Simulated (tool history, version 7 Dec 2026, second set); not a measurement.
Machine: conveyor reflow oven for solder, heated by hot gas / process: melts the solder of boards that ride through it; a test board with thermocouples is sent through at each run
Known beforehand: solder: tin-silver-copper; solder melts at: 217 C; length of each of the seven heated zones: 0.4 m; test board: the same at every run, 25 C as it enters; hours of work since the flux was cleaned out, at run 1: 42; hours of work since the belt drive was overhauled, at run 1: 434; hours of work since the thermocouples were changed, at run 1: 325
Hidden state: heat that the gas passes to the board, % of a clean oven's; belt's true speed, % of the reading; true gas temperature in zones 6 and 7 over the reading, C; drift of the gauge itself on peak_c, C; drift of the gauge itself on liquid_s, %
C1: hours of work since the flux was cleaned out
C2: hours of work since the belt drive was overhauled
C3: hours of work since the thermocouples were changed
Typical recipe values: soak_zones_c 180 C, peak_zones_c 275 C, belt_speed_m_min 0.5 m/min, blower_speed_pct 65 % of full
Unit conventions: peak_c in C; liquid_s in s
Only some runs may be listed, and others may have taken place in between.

{"run": 1, "hour": 0.0, "soak_zones_c": 180, "peak_zones_c": 275, "belt_speed_m_min": 0.5, "blower_speed_pct": 65, "C1": 42, "C2": 434, "C3": 325, "peak_c": 259.4, "liquid_s": 80.9}
{"run": 2, "hour": 16.0, "soak_zones_c": 180, "peak_zones_c": 275, "belt_speed_m_min": 0.5, "blower_speed_pct": 65, "C1": 49, "C2": 441, "C3": 332, "peak_c": 259.4, "liquid_s": 80.9}
{"run": 3, "hour": 28.2, "soak_zones_c": 180, "peak_zones_c": 275, "belt_speed_m_min": 0.5, "blower_speed_pct": 65, "C1": 55, "C2": 446, "C3": 338, "peak_c": 259.2, "liquid_s": 81}
{"run": 4, "hour": 47.1, "soak_zones_c": 180, "peak_zones_c": 275, "belt_speed_m_min": 0.5, "blower_speed_pct": 65, "C1": 63, "C2": 455, "C3": 346, "peak_c": 258.9, "liquid_s": 80.8}
{"run": 5, "hour": 66.6, "soak_zones_c": 180, "peak_zones_c": 275, "belt_speed_m_min": 0.5, "blower_speed_pct": 65, "C1": 72, "C2": 464, "C3": 355, "peak_c": 259.1, "liquid_s": 80.9}
{"run": 6, "hour": 84.8, "soak_zones_c": 180, "peak_zones_c": 275, "belt_speed_m_min": 0.489, "blower_speed_pct": 65, "C1": 80, "C2": 472, "C3": 363, "peak_c": 259.6, "liquid_s": 83}
{"run": 7, "hour": 103.6, "soak_zones_c": 180, "peak_zones_c": 275, "belt_speed_m_min": 0.489, "blower_speed_pct": 65, "C1": 88, "C2": 480, "C3": 371, "peak_c": 259.5, "liquid_s": 83}
{"run": 8, "hour": 117.3, "soak_zones_c": 180, "peak_zones_c": 275, "belt_speed_m_min": 0.489, "blower_speed_pct": 65, "C1": 95, "C2": 486, "C3": 378, "peak_c": 259.4, "liquid_s": 83.1}
{"run": 9, "hour": 134.6, "soak_zones_c": 190, "peak_zones_c": 275, "belt_speed_m_min": 0.5, "blower_speed_pct": 65, "C1": 102, "C2": 494, "C3": 385, "peak_c": 260.7, "liquid_s": 86.7}
{"run": 10, "hour": 150.6, "soak_zones_c": 180, "peak_zones_c": 275, "belt_speed_m_min": 0.5, "blower_speed_pct": 65, "C1": 109, "C2": 501, "C3": 392, "peak_c": 258.8, "liquid_s": 80.7}
{"run": 11, "hour": 160.5, "soak_zones_c": 180, "peak_zones_c": 275, "belt_speed_m_min": 0.5, "blower_speed_pct": 75, "C1": 114, "C2": 506, "C3": 397, "peak_c": 260.9, "liquid_s": 82.7}
{"run": 12, "hour": 172.7, "soak_zones_c": 180, "peak_zones_c": 275, "belt_speed_m_min": 0.5, "blower_speed_pct": 61, "C1": 119, "C2": 511, "C3": 402, "peak_c": 257.6, "liquid_s": 79.1}
{"run": 13, "hour": 180.9, "soak_zones_c": 180, "peak_zones_c": 275, "belt_speed_m_min": 0.5, "blower_speed_pct": 61, "C1": 123, "C2": 515, "C3": 406, "peak_c": 257.6, "liquid_s": 79.3}
{"run": 14, "hour": 190.5, "soak_zones_c": 180, "peak_zones_c": 275, "belt_speed_m_min": 0.5, "blower_speed_pct": 61, "C1": 127, "C2": 519, "C3": 410, "peak_c": 257.3, "liquid_s": 79.3}
{"run": 15, "hour": 201.4, "soak_zones_c": 180, "peak_zones_c": 289, "belt_speed_m_min": 0.5, "blower_speed_pct": 65, "C1": 132, "C2": 524, "C3": 415, "peak_c": 270.9, "liquid_s": 88.4}
{"run": 16, "hour": 213.3, "soak_zones_c": 193, "peak_zones_c": 289, "belt_speed_m_min": 0.5, "blower_speed_pct": 65, "C1": 138, "C2": 529, "C3": 421, "peak_c": 273.3, "liquid_s": 95.5}
{"run": 17, "hour": 227.5, "soak_zones_c": 193, "peak_zones_c": 289, "belt_speed_m_min": 0.5, "blower_speed_pct": 65, "C1": 144, "C2": 536, "C3": 427, "peak_c": 273.3, "liquid_s": 95.4}
{"run": 18, "hour": 244.7, "soak_zones_c": 193, "peak_zones_c": 289, "belt_speed_m_min": 0.5, "blower_speed_pct": 65, "C1": 152, "C2": 543, "C3": 435, "peak_c": 273.1, "liquid_s": 95.5}
{"run": 19, "hour": 262.7, "soak_zones_c": 193, "peak_zones_c": 280, "belt_speed_m_min": 0.408, "blower_speed_pct": 88, "C1": 160, "C2": 551, "C3": 443, "peak_c": 272.9, "liquid_s": 116.7}
{"run": 20, "hour": 271.3, "soak_zones_c": 167, "peak_zones_c": 281, "belt_speed_m_min": 0.434, "blower_speed_pct": 62, "C1": 163, "C2": 555, "C3": 447, "peak_c": 265.5, "liquid_s": 92.6}
{"hour": 285.0, "done": "flux residue cleaned out of gas plates and filters"}
{"run": 21, "hour": 286.3, "soak_zones_c": 167, "peak_zones_c": 281, "belt_speed_m_min": 0.434, "blower_speed_pct": 62, "C1": 1, "C2": 560, "C3": 451, "peak_c": 266.1, "liquid_s": 92.9}
{"run": 22, "hour": 300.8, "soak_zones_c": 187, "peak_zones_c": 268, "belt_speed_m_min": 0.524, "blower_speed_pct": 62, "C1": 7, "C2": 566, "C3": 457, "peak_c": 252.4, "liquid_s": 74.5}
{"run": 23, "hour": 314.4, "soak_zones_c": 173, "peak_zones_c": 275, "belt_speed_m_min": 0.585, "blower_speed_pct": 86, "C1": 13, "C2": 572, "C3": 464, "peak_c": 257.5, "liquid_s": 65.8}

Here are 4 independent what-if runs from the current tool condition. What would each one return?
{"run": "A", "hour": 325.5, "soak_zones_c": 169, "peak_zones_c": 275, "belt_speed_m_min": 0.481, "blower_speed_pct": 65, "C1": 18, "C2": 577, "C3": 469, "peak_c": "?", "liquid_s": "?"}
{"run": "B", "hour": 325.5, "soak_zones_c": 178, "peak_zones_c": 279, "belt_speed_m_min": 0.5, "blower_speed_pct": 65, "C1": 18, "C2": 577, "C3": 469, "peak_c": "?", "liquid_s": "?"}
{"run": "C", "hour": 325.5, "soak_zones_c": 180, "peak_zones_c": 275, "belt_speed_m_min": 0.5, "blower_speed_pct": 89, "C1": 18, "C2": 577, "C3": 469, "peak_c": "?", "liquid_s": "?"}
{"run": "D", "hour": 325.5, "soak_zones_c": 192, "peak_zones_c": 275, "belt_speed_m_min": 0.5, "blower_speed_pct": 75, "C1": 18, "C2": 577, "C3": 469, "peak_c": "?", "liquid_s": "?"}

run=A peak_c=258.6 liquid_s=78.8
run=B peak_c=262.1 liquid_s=82
run=C peak_c=263.1 liquid_s=84.8
run=D peak_c=262.9 liquid_s=89.7
Had the tool no hidden state, the same runs would have come out as:
run=A peak_c=259.9 liquid_s=79.1
run=B peak_c=263.3 liquid_s=82.1
run=C peak_c=264.5 liquid_s=84.8
run=D peak_c=264.2 liquid_s=89.6

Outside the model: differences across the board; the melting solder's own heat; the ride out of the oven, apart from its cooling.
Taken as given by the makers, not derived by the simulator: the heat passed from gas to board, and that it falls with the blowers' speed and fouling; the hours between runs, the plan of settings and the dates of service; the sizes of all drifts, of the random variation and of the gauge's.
